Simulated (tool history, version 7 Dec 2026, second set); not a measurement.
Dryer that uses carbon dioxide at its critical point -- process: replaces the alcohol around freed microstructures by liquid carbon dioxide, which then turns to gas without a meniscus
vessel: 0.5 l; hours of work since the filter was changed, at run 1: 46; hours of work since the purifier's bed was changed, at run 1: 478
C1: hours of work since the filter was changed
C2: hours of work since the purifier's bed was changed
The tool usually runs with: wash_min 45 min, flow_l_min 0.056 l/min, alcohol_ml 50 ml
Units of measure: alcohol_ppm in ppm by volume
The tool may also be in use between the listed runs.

{"run": 1, "hour": 0.0, "wash_min": 45, "flow_l_min": 0.056, "alcohol_ml": 50, "C1": 46, "C2": 478, "alcohol_ppm": 1554}
{"run": 2, "hour": 27.5, "wash_min": 45, "flow_l_min": 0.0436, "alcohol_ml": 50, "C1": 62, "C2": 494, "alcohol_ppm": 4185}
{"run": 3, "hour": 54.2, "wash_min": 45, "flow_l_min": 0.0436, "alcohol_ml": 50, "C1": 77, "C2": 510, "alcohol_ppm": 4158}
{"run": 4, "hour": 68.2, "wash_min": 45, "flow_l_min": 0.0436, "alcohol_ml": 50, "C1": 85, "C2": 518, "alcohol_ppm": 4277}
{"run": 5, "hour": 96.7, "wash_min": 45, "flow_l_min": 0.0436, "alcohol_ml": 50, "C1": 102, "C2": 534, "alcohol_ppm": 4187}
{"run": 6, "hour": 114.8, "wash_min": 45, "flow_l_min": 0.056, "alcohol_ml": 50, "C1": 112, "C2": 545, "alcohol_ppm": 1640}
{"run": 7, "hour": 132.9, "wash_min": 45, "flow_l_min": 0.0388, "alcohol_ml": 50, "C1": 123, "C2": 555, "alcohol_ppm": 6271}
{"run": 8, "hour": 147.5, "wash_min": 45, "flow_l_min": 0.0388, "alcohol_ml": 50, "C1": 131, "C2": 564, "alcohol_ppm": 6300}
{"run": 9, "hour": 172.0, "wash_min": 45, "flow_l_min": 0.0388, "alcohol_ml": 50, "C1": 145, "C2": 578, "alcohol_ppm": 6336}
{"run": 10, "hour": 191.6, "wash_min": 45, "flow_l_min": 0.0429, "alcohol_ml": 50, "C1": 157, "C2": 589, "alcohol_ppm": 4852}
{"run": 11, "hour": 209.2, "wash_min": 48, "flow_l_min": 0.0784, "alcohol_ml": 50, "C1": 167, "C2": 599, "alcohol_ppm": 292}
{"run": 12, "hour": 229.4, "wash_min": 60, "flow_l_min": 0.0651, "alcohol_ml": 50, "C1": 178, "C2": 611, "alcohol_ppm": 259}
{"run": 13, "hour": 243.9, "wash_min": 45, "flow_l_min": 0.0422, "alcohol_ml": 82, "C1": 187, "C2": 619, "alcohol_ppm": 8238}
{"run": 14, "hour": 275.4, "wash_min": 53, "flow_l_min": 0.0921, "alcohol_ml": 20, "C1": 205, "C2": 638, "alcohol_ppm": 118}

Estimate the outcome of run 15 from the log above:
{"run": 15, "hour": 306.9, "wash_min": 45, "flow_l_min": 0.0442, "alcohol_ml": 83, "C1": 223, "C2": 656, "alcohol_ppm": "?"}

alcohol_ppm: 7378 ppm by volume
Were there no unlogged condition in the tool, this run, its random variation unchanged, would have produced alcohol_ppm 6037 ppm by volume.
